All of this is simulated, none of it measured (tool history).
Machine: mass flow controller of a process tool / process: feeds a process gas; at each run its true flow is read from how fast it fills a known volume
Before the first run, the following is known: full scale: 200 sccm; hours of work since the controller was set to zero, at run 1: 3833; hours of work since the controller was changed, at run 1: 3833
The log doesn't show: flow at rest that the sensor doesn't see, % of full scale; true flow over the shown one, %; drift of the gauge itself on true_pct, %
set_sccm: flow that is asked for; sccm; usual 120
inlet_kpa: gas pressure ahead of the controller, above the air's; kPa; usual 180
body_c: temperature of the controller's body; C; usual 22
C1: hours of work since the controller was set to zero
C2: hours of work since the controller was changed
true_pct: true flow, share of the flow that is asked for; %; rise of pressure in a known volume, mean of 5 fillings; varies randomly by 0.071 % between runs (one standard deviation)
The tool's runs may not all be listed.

Run 1, day 0: usual settings; C1 3833; C2 3833. Result: true_pct 100.21 %.
At day 11.75: controller's zero set anew.
Run 2, day 13.471: usual settings; C1 27; C2 4046. Result: true_pct 100.15 %.
Run 3, day 28.508: usual settings; C1 265; C2 4284. Result: true_pct 100.24 %.
Run 4, day 47.583: usual settings but set_sccm 157 sccm; C1 567; C2 4585. Result: true_pct 100.23 %.
Run 5, day 67.192: usual settings but set_sccm 157 sccm; C1 876; C2 4895. Result: true_pct 100.19 %.
Run 6, day 78.404: usual settings; C1 1054; C2 5072. Result: true_pct 100.04 %.
Run 7, day 96.929: usual settings; C1 1347; C2 5365. Result: true_pct 100.2 %.
Run 8, day 112.921: usual settings; C1 1599; C2 5618. Result: true_pct 100 %.
Run 9, day 126.883: usual settings; C1 1820; C2 5839. Result: true_pct 100.14 %.
Run 10, day 136.971: usual settings but inlet_kpa 152 kPa; C1 1980; C2 5998. Result: true_pct 100.25 %.
Run 11, day 150.317: usual settings but inlet_kpa 152 kPa; C1 2190; C2 6209. Result: true_pct 100.2 %.
Run 12, day 171.842: usual settings but inlet_kpa 152 kPa; C1 2531; C2 6549. Result: true_pct 100.17 %.
Run 13, day 180.938: usual settings but inlet_kpa 152 kPa; C1 2675; C2 6693. Result: true_pct 100.21 %.
Run 14, day 200.312: usual settings but inlet_kpa 152 kPa; C1 2981; C2 6999. Result: true_pct 100.09 %.
Run 15, day 212.65: usual settings but inlet_kpa 152 kPa; C1 3176; C2 7194. Result: true_pct 100.19 %.

Predict the results of run 16:
Run 16, day 224.896: usual settings but inlet_kpa 152 kPa, body_c 31 C; C1 3370; C2 7388. Result: true_pct ?.

true_pct: 99.44 %
On a tool with no hidden condition, and with the same random variation, this run would have come out at true_pct 99.44 %.
